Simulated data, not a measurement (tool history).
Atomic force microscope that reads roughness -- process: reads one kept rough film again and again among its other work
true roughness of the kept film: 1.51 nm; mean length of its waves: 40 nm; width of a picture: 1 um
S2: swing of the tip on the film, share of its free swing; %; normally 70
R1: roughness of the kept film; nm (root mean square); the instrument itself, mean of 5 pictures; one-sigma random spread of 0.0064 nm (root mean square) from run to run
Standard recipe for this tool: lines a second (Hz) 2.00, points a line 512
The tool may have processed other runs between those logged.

Run 1, hour 0.0: usual settings. Result: R1 1.426 nm (root mean square).
Run 2, hour 24.1: usual settings. Result: R1 1.416 nm (root mean square).
Run 3, hour 43.7: usual settings. Result: R1 1.398 nm (root mean square).
Run 4, hour 57.3: usual settings but points a line 338. Result: R1 1.380 nm (root mean square).
Run 5, hour 82.8: usual settings but points a line 338. Result: R1 1.367 nm (root mean square).
At hour 94.5: new tip fitted.
Run 6, hour 101.0: usual settings. Result: R1 1.426 nm (root mean square).
Run 7, hour 114.0: usual settings. Result: R1 1.405 nm (root mean square).
Run 8, hour 127.6: usual settings. Result: R1 1.413 nm (root mean square).
Run 9, hour 146.8: usual settings. Result: R1 1.399 nm (root mean square).
Run 10, hour 163.2: usual settings. Result: R1 1.389 nm (root mean square).
Run 11, hour 187.8: usual settings. Result: R1 1.371 nm (root mean square).
At hour 189.9: new tip fitted.
Run 12, hour 205.4: usual settings. Result: R1 1.421 nm (root mean square).
Run 13, hour 224.4: usual settings. Result: R1 1.414 nm (root mean square).
Run 14, hour 237.6: usual settings. Result: R1 1.389 nm (root mean square).
Run 15, hour 252.4: usual settings. Result: R1 1.384 nm (root mean square).
Run 16, hour 281.6: usual settings. Result: R1 1.363 nm (root mean square).
At hour 284.9: new tip fitted.
Run 17, hour 305.4: usual settings. Result: R1 1.414 nm (root mean square).
Run 18, hour 322.7: usual settings. Result: R1 1.409 nm (root mean square).
Run 19, hour 352.2: usual settings. Result: R1 1.384 nm (root mean square).
Run 20, hour 376.0: usual settings. Result: R1 1.366 nm (root mean square).
At hour 380.1: new tip fitted.
Run 21, hour 395.0: usual settings. Result: R1 1.419 nm (root mean square).
Run 22, hour 423.2: usual settings but S2 62 %. Result: R1 1.422 nm (root mean square).
Run 23, hour 452.7: usual settings but S2 62 %. Result: R1 1.406 nm (root mean square).
At hour 476.8: new tip fitted.
Run 24, hour 477.3: usual settings but lines a second (Hz) 0.70, S2 62 %. Result: R1 1.472 nm (root mean square).
Run 25, hour 498.9: usual settings but lines a second (Hz) 0.70, S2 62 %. Result: R1 1.444 nm (root mean square).
Run 26, hour 522.1: usual settings but lines a second (Hz) 0.70, S2 62 %. Result: R1 1.442 nm (root mean square).
Run 27, hour 549.0: usual settings but S2 62 %. Result: R1 1.401 nm (root mean square).
Run 28, hour 563.6: usual settings but S2 62 %. Result: R1 1.402 nm (root mean square).
At hour 572.6: new tip fitted.
Run 29, hour 583.4: usual settings but S2 62 %. Result: R1 1.431 nm (root mean square).
Run 30, hour 597.0: usual settings but S2 62 %. Result: R1 1.429 nm (root mean square).
Run 31, hour 626.0: usual settings but S2 62 %. Result: R1 1.416 nm (root mean square).
Run 32, hour 645.3: usual settings but lines a second (Hz) 2.06, S2 82 %, points a line 544. Result: R1 1.331 nm (root mean square).
At hour 667.4: new tip fitted.
Run 33, hour 674.0: usual settings but lines a second (Hz) 2.06, S2 82 %, points a line 544. Result: R1 1.386 nm (root mean square).
Run 34, hour 694.5: usual settings but S2 68 %, points a line 668. Result: R1 1.418 nm (root mean square).
Run 35, hour 716.8: usual settings but lines a second (Hz) 1.49, S2 55 %, points a line 755. Result: R1 1.432 nm (root mean square).
Run 36, hour 732.9: usual settings but lines a second (Hz) 1.49, S2 55 %, points a line 755. Result: R1 1.435 nm (root mean square).
Run 37, hour 750.1: usual settings but lines a second (Hz) 2.29, S2 88 %, points a line 605. Result: R1 1.290 nm (root mean square).
At hour 763.1: new tip fitted.
Run 38, hour 780.5: usual settings but lines a second (Hz) 2.29, S2 88 %, points a line 605. Result: R1 1.323 nm (root mean square).
Run 39, hour 799.2: usual settings but lines a second (Hz) 2.29, S2 88 %, points a line 605. Result: R1 1.303 nm (root mean square).
Run 40, hour 816.8: usual settings but lines a second (Hz) 0.97, S2 65 %, points a line 336. Result: R1 1.419 nm (root mean square).
Run 41, hour 828.9: usual settings but lines a second (Hz) 0.97, S2 65 %, points a line 336. Result: R1 1.414 nm (root mean square).
Run 42, hour 842.9: usual settings but lines a second (Hz) 0.83, S2 76 %, points a line 833. Result: R1 1.395 nm (root mean square).
At hour 859.0: new tip fitted.
Run 43, hour 872.0: usual settings but lines a second (Hz) 0.83, S2 76 %, points a line 833. Result: R1 1.445 nm (root mean square).
Run 44, hour 893.2: usual settings but lines a second (Hz) 0.79, S2 76 %, points a line 417. Result: R1 1.443 nm (root mean square).
Run 45, hour 912.1: usual settings but lines a second (Hz) 0.79, S2 76 %, points a line 417. Result: R1 1.424 nm (root mean square).
Run 46, hour 940.6: usual settings but lines a second (Hz) 1.33, S2 57 %, points a line 316. Result: R1 1.407 nm (root mean square).
At hour 954.9: new tip fitted.
Run 47, hour 958.0: usual settings but lines a second (Hz) 1.61, S2 58 %, points a line 576. Result: R1 1.467 nm (root mean square).
Run 48, hour 972.9: usual settings but lines a second (Hz) 2.42, S2 56 %, points a line 508. Result: R1 1.452 nm (root mean square).
Run 49, hour 993.6: usual settings but lines a second (Hz) 2.42, S2 56 %, points a line 508. Result: R1 1.435 nm (root mean square).
Run 50, hour 1017.8: usual settings but lines a second (Hz) 2.42, S2 56 %, points a line 508. Result: R1 1.417 nm (root mean square).
Run 51, hour 1033.7: usual settings but lines a second (Hz) 2.05, S2 58 %, points a line 401. Result: R1 1.402 nm (root mean square).
At hour 1051.3: new tip fitted.
Run 52, hour 1054.9: usual settings but lines a second (Hz) 2.05, S2 58 %, points a line 401. Result: R1 1.457 nm (root mean square).

Consider 5 possible next runs. They are alternatives, not a sequence: every one starts from the tool as it was left by run 52. What does each give?
Run A, hour 1083.9: usual settings but lines a second (Hz) 1.99, points a line 820. Result: R1 ?.
Run B, hour 1083.9: usual settings but lines a second (Hz) 2.05, S2 65 %, points a line 888. Result: R1 ?.
Run C, hour 1083.9: usual settings but lines a second (Hz) 2.05, S2 72 %, points a line 401. Result: R1 ?.
Run D, hour 1083.9: usual settings but lines a second (Hz) 0.77, S2 71 %, points a line 439. Result: R1 ?.
Run E, hour 1083.9: usual settings but lines a second (Hz) 1.26, S2 58 %, points a line 401. Result: R1 ?.

run     R1
  A  1.418
  B  1.417
  C  1.395
  D  1.446
  E  1.446
With the hidden condition removed and each run's random variation left untouched, the same runs would have given:
run     R1
  A  1.434
  B  1.433
  C  1.410
  D  1.462
  E  1.462
